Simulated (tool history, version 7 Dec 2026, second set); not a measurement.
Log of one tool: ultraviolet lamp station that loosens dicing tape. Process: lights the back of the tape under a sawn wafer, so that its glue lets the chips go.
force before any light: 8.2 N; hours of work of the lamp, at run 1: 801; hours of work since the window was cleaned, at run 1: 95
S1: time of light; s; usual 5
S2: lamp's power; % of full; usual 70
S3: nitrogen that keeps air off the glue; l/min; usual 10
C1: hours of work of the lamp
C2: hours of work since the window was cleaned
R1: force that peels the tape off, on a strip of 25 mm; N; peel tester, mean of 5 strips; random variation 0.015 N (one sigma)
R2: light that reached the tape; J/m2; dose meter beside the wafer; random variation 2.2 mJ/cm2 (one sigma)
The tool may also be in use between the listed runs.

run,hour,S1,S2,S3,C1,C2,R1,R2
1,0,5,70,10,801,95,1.377,1400
2,86,5,70,10,851,145,1.459,1340
# hour 94.4: lamp changed
3,174.6,5,70,10,47,196,0.896,1800
4,222.3,3,70,10,74,224,2.211,1090
5,319.4,3,70,10,131,280,2.3,1010
6,374.6,5,70,10,163,312,1.048,1710
# hour 464.6: window cleaned of glue's vapour
7,472.3,5,70,10,219,4,1.315,1490
8,525.7,5,70,10,250,35,1.359,1440
9,620.5,5,70,10,305,90,1.459,1380
10,668.6,5,70,10,333,118,1.517,1360
11,763.6,5,70,10,388,174,1.656,1300
12,824.9,5,70,10,424,209,1.682,1280
# hour 839: window cleaned of glue's vapour, once more
13,895.7,5,70,10,465,33,1.122,1640
14,989.4,3,82,10,519,87,2.035,1070
15,1060.4,4,70,10,560,129,1.82,1170
16,1125.5,5,70,3,598,166,2.378,1450
17,1207.8,3,67,8,646,214,3.222,780
18,1273.5,5,70,6,684,252,1.94,1370
19,1313.8,2,65,3,707,276,5.493,500
20,1356.6,2,65,3,732,300,5.557,490
21,1426.6,4,61,9,773,341,2.777,850
# hour 1469.5: window cleaned of glue's vapour
22,1513,6,69,10,823,25,1.068,1660
# hour 1571.4: lamp changed
23,1605.1,6,69,10,20,78,0.584,2280

The same runs without the tool's hidden state, with the same run-to-run variation:
The hidden state here: lamp's light, % of a new lamp's; light that the window lets through, % of a clean one's; drift of the gauge itself on peel_n, %; drift of the gauge itself on dose_mj_cm2, %.
run,R1,R2
1,0.695,2010
2,0.685,2010
3,0.728,1990
4,1.871,1230
5,1.846,1190
6,0.721,2050
7,0.736,2000
8,0.73,2000
9,0.731,2000
10,0.728,2000
11,0.738,2010
12,0.721,2020
13,0.733,2030
14,1.385,1390
15,1.133,1570
16,1.531,1990
17,2.16,1130
18,1.019,2020
19,4.45,750
20,4.462,750
21,1.508,1370
22,0.5,2380
23,0.525,2390

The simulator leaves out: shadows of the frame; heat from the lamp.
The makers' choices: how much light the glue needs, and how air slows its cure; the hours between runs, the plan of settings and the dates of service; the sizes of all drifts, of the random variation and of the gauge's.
